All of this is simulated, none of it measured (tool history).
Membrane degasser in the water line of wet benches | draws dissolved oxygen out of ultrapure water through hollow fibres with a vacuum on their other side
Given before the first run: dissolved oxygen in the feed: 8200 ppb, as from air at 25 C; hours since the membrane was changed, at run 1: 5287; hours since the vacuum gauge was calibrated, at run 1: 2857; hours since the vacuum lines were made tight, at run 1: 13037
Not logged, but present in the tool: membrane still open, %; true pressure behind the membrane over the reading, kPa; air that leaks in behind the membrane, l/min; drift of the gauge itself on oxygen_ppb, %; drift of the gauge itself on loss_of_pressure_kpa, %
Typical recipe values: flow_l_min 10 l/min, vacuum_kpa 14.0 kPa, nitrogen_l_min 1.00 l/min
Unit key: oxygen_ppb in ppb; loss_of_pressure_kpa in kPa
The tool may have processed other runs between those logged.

run     day  flow_l_min  vacuum_kpa  nitrogen_l_min  hours since the membrane was changed  hours since the vacuum gauge was calibrated  hours since the vacuum lines were made tight  oxygen_ppb  loss_of_pressure_kpa
  1   0.000          10        14.0            1.00                                  5287                                         2857                                         13037       271.0                 49.60
  2   6.596          10        14.0            1.24                                  5445                                         3016                                         13195       217.7                 50.10
  3  11.650          10        14.0            1.00                                  5566                                         3137                                         13316       269.2                 49.94
  4  16.183          10        14.0            1.00                                  5675                                         3246                                         13425       269.6                 50.12
  5  23.121          10        14.0            1.00                                  5842                                         3412                                         13592       266.6                 50.03
  6  28.471          10        24.6            1.26                                  5970                                         3541                                         13720       415.9                 49.62
  7  32.354          10        24.6            1.26                                  6063                                         3634                                         13813       403.4                 49.92
     36.588  -- vacuum gauge calibrated
  8  37.954          10        24.6            1.26                                  6197                                           33                                         13947       405.5                 50.32
  9  41.604          12         9.0            2.78                                  6285                                          120                                         14035       102.2                 60.19
 10  45.471          10        14.0            0.89                                  6378                                          213                                         14128       300.7                 49.93

Each row is a separate what-if for the run after 10, all from the same tool condition, not one after another. Results?
  A  48.550          15        14.0            0.69                                  6452                                          287                                         14202           ?                     ?
  B  48.550          12        14.0            0.66                                  6452                                          287                                         14202           ?                     ?
  C  48.550           6        14.0            1.20                                  6452                                          287                                         14202           ?                     ?

run  oxygen_ppb  loss_of_pressure_kpa
  A       580.0                 75.22
  B       449.7                 60.45
  C       130.8                 30.05
Without the tool's hidden state the same runs would have given:
run  oxygen_ppb  loss_of_pressure_kpa
  A       579.6                 74.55
  B       449.4                 59.92
  C       130.6                 29.78
